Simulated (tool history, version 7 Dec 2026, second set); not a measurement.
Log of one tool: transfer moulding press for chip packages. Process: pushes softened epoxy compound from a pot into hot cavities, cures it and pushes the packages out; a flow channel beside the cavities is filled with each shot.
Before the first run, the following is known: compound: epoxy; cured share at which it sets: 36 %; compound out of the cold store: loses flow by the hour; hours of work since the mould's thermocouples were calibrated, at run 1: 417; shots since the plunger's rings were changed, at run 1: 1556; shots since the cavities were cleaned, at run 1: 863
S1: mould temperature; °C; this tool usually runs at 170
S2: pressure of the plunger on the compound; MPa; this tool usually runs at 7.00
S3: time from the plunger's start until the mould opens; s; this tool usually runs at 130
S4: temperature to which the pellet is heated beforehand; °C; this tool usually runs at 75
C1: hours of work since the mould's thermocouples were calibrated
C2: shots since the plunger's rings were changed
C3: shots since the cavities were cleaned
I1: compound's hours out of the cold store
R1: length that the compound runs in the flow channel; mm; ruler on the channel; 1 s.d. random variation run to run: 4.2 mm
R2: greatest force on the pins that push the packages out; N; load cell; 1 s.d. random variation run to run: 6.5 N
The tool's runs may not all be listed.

Run 1, hour 0.0: usual settings; C1 417; C2 1556; C3 863; I1 25.8. Result: R1 635 mm, R2 593 N.
At hour 8.4: cavities cleaned with cleaning compound and waxed.
Run 2, hour 24.3: usual settings; C1 434; C2 1796; C3 167; I1 25.3. Result: R1 634 mm, R2 394 N.
Run 3, hour 66.0: usual settings; C1 465; C2 2237; C3 608; I1 27.1. Result: R1 622 mm, R2 542 N.
Run 4, hour 90.6: usual settings; C1 483; C2 2496; C3 867; I1 17.3. Result: R1 641 mm, R2 570 N.
At hour 97.6: cavities cleaned with cleaning compound and waxed.
Run 5, hour 117.9: usual settings but S4 79 °C; C1 502; C2 2769; C3 215; I1 43.3. Result: R1 596 mm, R2 424 N.
Run 6, hour 157.3: usual settings but S4 79 °C; C1 531; C2 3185; C3 631; I1 37.5. Result: R1 597 mm, R2 547 N.
At hour 189.2: cavities cleaned with cleaning compound and waxed.
At hour 201.7: plunger's sealing rings changed.
Run 7, hour 203.2: usual settings; C1 562; C2 15; C3 121; I1 23.8. Result: R1 654 mm, R2 362 N.
Run 8, hour 223.1: usual settings; C1 577; C2 225; C3 331; I1 18.8. Result: R1 664 mm, R2 473 N.
Run 9, hour 248.7: usual settings; C1 596; C2 496; C3 602; I1 12.6. Result: R1 666 mm, R2 559 N.
At hour 281.4: cavities cleaned with cleaning compound and waxed.
Run 10, hour 293.9: usual settings but S4 84 °C; C1 629; C2 957; C3 132; I1 46.8. Result: R1 606 mm, R2 384 N.
Run 11, hour 329.7: usual settings but S2 6.38 MPa, S4 84 °C; C1 655; C2 1334; C3 509; I1 17.5. Result: R1 629 mm, R2 538 N.
Run 12, hour 359.7: usual settings but S2 5.49 MPa; C1 677; C2 1651; C3 826; I1 21.2. Result: R1 575 mm, R2 594 N.
At hour 373.1: cavities cleaned with cleaning compound and waxed.
Run 13, hour 391.7: usual settings but S2 5.49 MPa; C1 700; C2 1973; C3 196; I1 33.8. Result: R1 546 mm, R2 417 N.
Run 14, hour 419.1: usual settings but S4 76 °C; C1 720; C2 2262; C3 485; I1 46.0. Result: R1 601 mm, R2 530 N.
Run 15, hour 448.1: usual settings but S1 177 °C, S2 5.95 MPa, S4 76 °C; C1 742; C2 2568; C3 791; I1 34.9. Result: R1 547 mm, R2 489 N.
At hour 460.0: mould's thermocouples calibrated.
At hour 465.0: cavities cleaned with cleaning compound and waxed.
Run 16, hour 475.6: usual settings but S1 166 °C, S3 159 s; C1 10; C2 2822; C3 112; I1 13.8. Result: R1 664 mm, R2 335 N.
Run 17, hour 507.9: usual settings but S1 166 °C, S2 5.24 MPa, S3 157 s; C1 34; C2 3163; C3 453; I1 47.9. Result: R1 524 mm, R2 473 N.
Run 18, hour 530.6: usual settings but S1 166 °C, S2 7.58 MPa, S3 157 s, S4 78 °C; C1 51; C2 3403; C3 693; I1 42.8. Result: R1 625 mm, R2 544 N.
At hour 555.5: plunger's sealing rings changed.
At hour 557.0: cavities cleaned with cleaning compound and waxed.
Run 19, hour 572.6: usual settings but S2 5.49 MPa; C1 79; C2 165; C3 165; I1 12.7. Result: R1 598 mm, R2 427 N.
At hour 597.9: mould's thermocouples calibrated, once more.
Run 20, hour 597.9: usual settings but S1 164 °C, S2 6.39 MPa, S3 138 s; C1 0; C2 411; C3 411; I1 40.2. Result: R1 610 mm, R2 625 N.
Run 21, hour 635.3: usual settings but S1 167 °C, S3 153 s; C1 28; C2 806; C3 806; I1 29.5. Result: R1 633 mm, R2 532 N.
At hour 648.3: cavities cleaned with cleaning compound and waxed.
Run 22, hour 678.5: usual settings but S1 167 °C, S3 112 s, S4 80 °C; C1 59; C2 1246; C3 319; I1 8.6. Result: R1 680 mm, R2 761 N.
Run 23, hour 721.2: usual settings but S1 171 °C, S4 67 °C; C1 90; C2 1696; C3 769; I1 19.6. Result: R1 642 mm, R2 538 N.
At hour 737.4: cavities cleaned with cleaning compound and waxed.
Run 24, hour 753.3: usual settings but S1 167 °C, S4 71 °C; C1 113; C2 2020; C3 168; I1 29.3. Result: R1 638 mm, R2 465 N.
Run 25, hour 786.8: usual settings but S1 165 °C, S3 111 s; C1 138; C2 2373; C3 521; I1 31.6. Result: R1 634 mm, R2 1006 N.
Run 26, hour 810.6: usual settings but S1 178 °C, S4 78 °C; C1 155; C2 2624; C3 772; I1 18.4. Result: R1 610 mm, R2 443 N.
At hour 826.8: cavities cleaned with cleaning compound and waxed.
Run 27, hour 839.3: usual settings but S2 7.74 MPa; C1 175; C2 2912; C3 132; I1 36.5. Result: R1 635 mm, R2 340 N.

4 options for the next run, each taken on its own from the tool as it stands now. Forecast them:
Run A, hour 859.0: usual settings but S1 165 °C, S2 7.74 MPa, S3 168 s; C1 190; C2 3119; C3 339; I1 36.8. Result: R1 ?, R2 ?.
Run B, hour 859.0: usual settings but S1 174 °C, S2 5.86 MPa, S3 128 s; C1 190; C2 3119; C3 339; I1 28.2. Result: R1 ?, R2 ?.
Run C, hour 859.0: usual settings but S2 7.74 MPa, S4 69 °C; C1 190; C2 3119; C3 339; I1 22.8. Result: R1 ?, R2 ?.
Run D, hour 859.0: usual settings but S2 7.74 MPa, S3 124 s, S4 72 °C; C1 190; C2 3119; C3 339; I1 28.4. Result: R1 ?, R2 ?.

run   R1   R2
  A  650  428
  B  550  388
  C  653  454
  D  640  505
Without the tool's hidden state the same runs would have given:
run   R1   R2
  A  684  244
  B  579  218
  C  687  259
  D  673  288
